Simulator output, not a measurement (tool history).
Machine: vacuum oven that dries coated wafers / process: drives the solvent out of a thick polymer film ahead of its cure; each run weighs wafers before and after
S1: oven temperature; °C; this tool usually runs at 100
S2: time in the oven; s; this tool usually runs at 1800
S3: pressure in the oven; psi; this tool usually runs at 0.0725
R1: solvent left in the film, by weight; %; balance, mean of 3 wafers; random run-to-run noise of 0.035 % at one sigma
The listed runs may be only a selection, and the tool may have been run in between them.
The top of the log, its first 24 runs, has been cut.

{"run": 25, "hour": 332.1, "S1": 85, "S2": 2880, "S3": 0.0525, "R1": 3.06}
{"run": 26, "hour": 346.9, "S1": 100, "S2": 1260, "S3": 0.0725, "R1": 2.13}
{"run": 27, "hour": 358.5, "S1": 100, "S2": 1260, "S3": 0.0725, "R1": 2.18}
{"run": 28, "hour": 367.7, "S1": 100, "S2": 1260, "S3": 0.0725, "R1": 2.17}
{"run": 29, "hour": 384.6, "S1": 109, "S2": 2400, "S3": 0.0487, "R1": 0.19}
{"run": 30, "hour": 401.8, "S1": 100, "S2": 1020, "S3": 0.1559, "R1": 3.59}
{"run": 31, "hour": 410.3, "S1": 100, "S2": 1260, "S3": 0.0627, "R1": 2.07}
{"run": 32, "hour": 426.6, "S1": 100, "S2": 1260, "S3": 0.0627, "R1": 2.12}
{"run": 33, "hour": 436.3, "S1": 100, "S2": 1800, "S3": 0.1878, "R1": 1.62}
{"run": 34, "hour": 448.9, "S1": 100, "S2": 1800, "S3": 0.1604, "R1": 1.48}
{"run": 35, "hour": 465.1, "S1": 112, "S2": 1620, "S3": 0.0725, "R1": 0.31}

Predict each of these 5 candidate next runs independently; none follows another, all start after run 35:
{"run": "A", "hour": 480.7, "S1": 112, "S2": 1620, "S3": 0.0821, "R1": "?"}
{"run": "B", "hour": 480.7, "S1": 100, "S2": 1260, "S3": 0.0725, "R1": "?"}
{"run": "C", "hour": 480.7, "S1": 100, "S2": 2280, "S3": 0.0725, "R1": "?"}
{"run": "D", "hour": 480.7, "S1": 112, "S2": 2340, "S3": 0.0725, "R1": "?"}
{"run": "E", "hour": 480.7, "S1": 114, "S2": 1800, "S3": 0.0725, "R1": "?"}

run=A R1=0.33
run=B R1=2.12
run=C R1=0.62
run=D R1=0.27
run=E R1=0.29
What these runs would have given with no unlogged condition in the tool:
run=A R1=0.33
run=B R1=2.12
run=C R1=0.62
run=D R1=0.27
run=E R1=0.28

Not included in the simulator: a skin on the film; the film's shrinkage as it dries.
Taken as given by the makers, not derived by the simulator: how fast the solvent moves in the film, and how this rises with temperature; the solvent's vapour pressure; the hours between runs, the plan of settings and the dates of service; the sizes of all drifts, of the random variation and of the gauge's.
